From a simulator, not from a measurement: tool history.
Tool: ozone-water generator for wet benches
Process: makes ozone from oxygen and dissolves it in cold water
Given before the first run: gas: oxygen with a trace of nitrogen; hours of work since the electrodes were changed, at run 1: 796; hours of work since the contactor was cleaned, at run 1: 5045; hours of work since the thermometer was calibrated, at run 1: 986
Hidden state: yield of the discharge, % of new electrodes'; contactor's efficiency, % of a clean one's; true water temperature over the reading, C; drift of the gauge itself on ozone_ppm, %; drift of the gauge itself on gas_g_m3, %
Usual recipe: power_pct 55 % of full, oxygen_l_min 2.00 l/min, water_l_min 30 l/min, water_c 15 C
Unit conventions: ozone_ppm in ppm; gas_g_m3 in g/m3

run	day	power_pct	oxygen_l_min	water_l_min	water_c	hours of work since the electrodes were changed	hours of work since the contactor was cleaned	hours of work since the thermometer was calibrated	ozone_ppm	gas_g_m3
1	0.000	55	2.00	30	15	796	5045	986	7.6	214.4
2	1.592	55	2.00	30	15	827	5077	1018	7.5	213.3
3	3.175	55	2.00	30	15	859	5108	1049	7.4	213.2
4	4.621	55	2.00	30	15	888	5137	1078	7.6	211.5
5	5.662	55	2.00	30	15	908	5158	1098	7.4	215.3
6	6.608	55	2.00	30	15	927	5176	1117	7.6	216.8
7	7.588	55	2.00	30	15	946	5196	1137	7.5	213.3
8	8.608	55	2.00	30	15	967	5216	1157	7.5	212.3
9	9.771	55	2.08	30	15	990	5239	1180	7.5	209.0
10	11.592	55	2.08	30	15	1026	5275	1216	7.6	210.5
11	12.600	55	2.00	30	15	1046	5295	1236	7.5	215.1
12	14.379	55	2.00	30	10	1081	5331	1272	7.4	213.2
13	15.238	55	2.00	30	8	1098	5348	1289	7.8	218.1
14	16.062	42	2.00	30	15	1115	5364	1305	5.9	176.0
15	17.217	55	2.00	30	15	1138	5387	1328	7.6	214.3
16	18.917	55	2.00	30	15	1172	5421	1362	7.3	216.6
17	19.938	55	2.00	30	15	1192	5441	1382	7.5	216.8
18	21.333	76	1.28	36	12	1220	5469	1410	6.8	359.3
19	22.658	59	2.00	24	12	1246	5495	1436	10.3	225.8
20	23.892	59	2.00	24	12	1270	5520	1461	10.2	230.4
21	25.171	59	2.00	24	12	1296	5545	1486	10.3	228.9
22	26.062	76	1.56	30	8	1313	5563	1504	9.4	321.3
23	27.833	61	2.00	30	11	1349	5598	1539	8.3	236.8
24	29.175	93	2.00	18	19	1375	5625	1566	18.8	328.5
25	29.988	49	2.00	18	19	1391	5641	1582	11.5	199.8
26	31.162	49	2.00	18	19	1415	5664	1605	11.2	198.9
27	32.571	40	1.61	30	16	1443	5692	1633	5.3	190.2
28	34.296	40	1.61	30	16	1477	5727	1667	5.6	192.9
29	35.083	40	2.04	20	10	1493	5742	1683	9.3	167.9
30	35.925	55	2.00	22	15	1509	5759	1700	10.4	218.7
# day 36.588: gauge calibrated
31	36.708	55	2.00	22	15	1525	5774	1715	10.4	213.8
32	38.112	59	1.77	37	15	1553	5802	1743	5.9	242.4
33	39.504	64	1.23	23	14	1580	5830	1771	9.8	312.4
34	40.425	64	1.23	23	14	1599	5848	1789	9.8	314.7

3 ways to go on from here, each from the tool as it stands after run 34. What would each give?
A	42.162	48	1.45	30	12	1633	5883	1824	?	?
B	42.162	64	1.23	23	19	1633	5883	1824	?	?
C	42.162	55	1.38	30	21	1633	5883	1824	?	?

run	ozone_ppm	gas_g_m3
A	6.1	227.6
B	9.6	316.2
C	6.5	262.9
Had the tool no hidden state, the same runs would have come out as:
run	ozone_ppm	gas_g_m3
A	6.1	226.6
B	9.7	314.9
C	6.5	261.8
